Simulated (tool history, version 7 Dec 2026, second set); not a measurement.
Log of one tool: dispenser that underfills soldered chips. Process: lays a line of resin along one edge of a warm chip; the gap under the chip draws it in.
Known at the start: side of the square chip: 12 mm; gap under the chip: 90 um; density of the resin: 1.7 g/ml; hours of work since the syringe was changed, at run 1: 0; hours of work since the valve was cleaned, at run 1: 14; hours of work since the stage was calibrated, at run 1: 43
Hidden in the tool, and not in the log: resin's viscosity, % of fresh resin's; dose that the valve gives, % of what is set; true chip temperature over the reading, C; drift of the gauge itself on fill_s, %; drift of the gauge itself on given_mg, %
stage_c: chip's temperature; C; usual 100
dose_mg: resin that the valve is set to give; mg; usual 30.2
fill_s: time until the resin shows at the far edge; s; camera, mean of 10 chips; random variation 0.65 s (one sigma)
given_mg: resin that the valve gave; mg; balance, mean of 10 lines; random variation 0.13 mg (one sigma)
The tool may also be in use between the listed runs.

| run | hour | stage_c | dose_mg | hours of work since the syringe was changed | hours of work since the valve was cleaned | hours of work since the stage was calibrated | fill_s | given_mg |
|---|---|---|---|---|---|---|---|---|
| 1 | 0.0 | 100 | 30.2 | 0 | 14 | 43 | 60.7 | 29.60 |
| 2 | 4.2 | 100 | 30.2 | 4 | 18 | 46 | 72.6 | 29.72 |
|  | 6.4 | new syringe of resin |
| 3 | 12.8 | 100 | 29.4 | 5 | 24 | 53 | 78.9 | 28.63 |
|  | 14.0 | new syringe of resin |
| 4 | 17.2 | 100 | 29.4 | 2 | 27 | 56 | 67.7 | 28.67 |
|  | 21.1 | new syringe of resin |
| 5 | 23.3 | 100 | 29.4 | 2 | 32 | 60 | 65.6 | 28.31 |
|  | 28.6 | new syringe of resin |
| 6 | 32.1 | 92 | 29.4 | 3 | 38 | 67 | 90.2 | 28.34 |
|  | 36.0 | new syringe of resin |
|  | 40.5 | dispensing valve cleaned and set on the balance |
| 7 | 42.5 | 92 | 29.4 | 4 | 2 | 74 | 100.2 | 29.57 |
|  | 44.4 | new syringe of resin |
| 8 | 49.6 | 100 | 31.1 | 4 | 7 | 79 | 72.9 | 31.04 |
|  | 51.4 | new syringe of resin |
| 9 | 54.0 | 102 | 30.2 | 2 | 10 | 82 | 61.4 | 30.09 |
|  | 58.6 | new syringe of resin |
| 10 | 60.3 | 102 | 30.2 | 1 | 15 | 87 | 59.1 | 29.73 |
|  | 65.9 | new syringe of resin |
| 11 | 67.5 | 100 | 30.2 | 1 | 20 | 92 | 62.9 | 29.75 |
|  | 73.1 | new syringe of resin |
| 12 | 73.1 | 100 | 30.2 | 0 | 24 | 96 | 59.6 | 29.63 |
|  | 80.0 | new syringe of resin |
| 13 | 80.8 | 100 | 30.2 | 1 | 30 | 102 | 62.4 | 29.41 |
|  | 87.2 | new syringe of resin |
| 14 | 87.8 | 100 | 30.2 | 0 | 35 | 107 | 60.4 | 29.15 |
|  | 94.7 | new syringe of resin |
| 15 | 95.0 | 100 | 30.2 | 0 | 40 | 113 | 60.6 | 29.21 |
|  | 100.9 | dispensing valve cleaned and set on the balance |
| 16 | 100.9 | 100 | 30.2 | 4 | 0 | 116 | 74.2 | 30.32 |
|  | 102.8 | new syringe of resin |
| 17 | 105.6 | 100 | 30.2 | 2 | 3 | 120 | 67.1 | 30.11 |
|  | 110.5 | new syringe of resin |
| 18 | 113.9 | 100 | 35.9 | 3 | 10 | 126 | 66.8 | 35.44 |
|  | 117.8 | new syringe of resin |
| 19 | 119.2 | 99 | 28.8 | 1 | 13 | 130 | 65.4 | 28.52 |
| 20 | 124.3 | 99 | 28.8 | 5 | 17 | 134 | 82.1 | 28.20 |
|  | 125.2 | new syringe of resin |
|  | 132.1 | new syringe of resin |
| 21 | 132.1 | 99 | 28.8 | 0 | 23 | 139 | 61.8 | 28.31 |
| 22 | 136.2 | 99 | 28.8 | 3 | 26 | 143 | 73.4 | 28.37 |
|  | 139.4 | new syringe of resin |
| 23 | 142.3 | 99 | 28.8 | 2 | 31 | 147 | 70.4 | 28.03 |
|  | 146.8 | new syringe of resin |
| 24 | 147.3 | 115 | 31.3 | 0 | 34 | 151 | 38.2 | 30.46 |
|  | 153.9 | new syringe of resin |
| 25 | 155.5 | 91 | 27.4 | 1 | 40 | 157 | 88.5 | 26.34 |
|  | 161.1 | dispensing valve cleaned and set on the balance |
|  | 161.7 | new syringe of resin |
| 26 | 165.7 | 91 | 27.4 | 3 | 3 | 164 | 100.3 | 27.18 |
|  | 169.0 | new syringe of resin |
| 27 | 171.1 | 93 | 30.4 | 2 | 7 | 168 | 82.0 | 30.01 |
|  | 176.1 | new syringe of resin |
| 28 | 177.0 | 110 | 28.7 | 1 | 12 | 172 | 45.5 | 28.29 |
|  | 183.3 | new syringe of resin |
| 29 | 183.5 | 97 | 26.5 | 0 | 16 | 177 | 69.7 | 25.93 |
| 30 | 187.4 | 97 | 26.5 | 3 | 19 | 180 | 81.7 | 26.00 |
|  | 190.8 | new syringe of resin |
| 31 | 192.1 | 97 | 38.4 | 1 | 23 | 183 | 69.8 | 37.71 |
|  | 197.8 | new syringe of resin |
| 32 | 200.2 | 97 | 38.4 | 2 | 29 | 189 | 71.4 | 37.21 |
|  | 205.4 | new syringe of resin |
| 33 | 205.8 | 114 | 27.4 | 0 | 33 | 193 | 40.3 | 26.73 |
| 34 | 210.9 | 98 | 27.4 | 4 | 37 | 197 | 84.8 | 26.37 |

Forecast each of these 4 alternatives for the next run:
|  | 212.3 | new syringe of resin |
|  | 219.3 | new syringe of resin |
| A | 219.3 | 114 | 27.4 | 0 | 43 | 203 | ? | ? |
|  | 212.3 | new syringe of resin |
|  | 219.3 | new syringe of resin |
| B | 219.3 | 98 | 27.7 | 0 | 43 | 203 | ? | ? |
|  | 212.3 | new syringe of resin |
|  | 219.3 | new syringe of resin |
| C | 219.3 | 107 | 37.1 | 0 | 43 | 203 | ? | ? |
|  | 212.3 | new syringe of resin |
|  | 219.3 | new syringe of resin |
| D | 219.3 | 92 | 27.9 | 0 | 43 | 203 | ? | ? |

| run | fill_s | given_mg |
|---|---|---|
| A | 39.9 | 26.20 |
| B | 66.7 | 26.55 |
| C | 45.4 | 35.58 |
| D | 79.8 | 26.73 |
Without the tool's hidden state the same runs would have given:
| run | fill_s | given_mg |
|---|---|---|
| A | 38.6 | 27.33 |
| B | 64.3 | 27.70 |
| C | 44.3 | 37.12 |
| D | 76.8 | 27.89 |
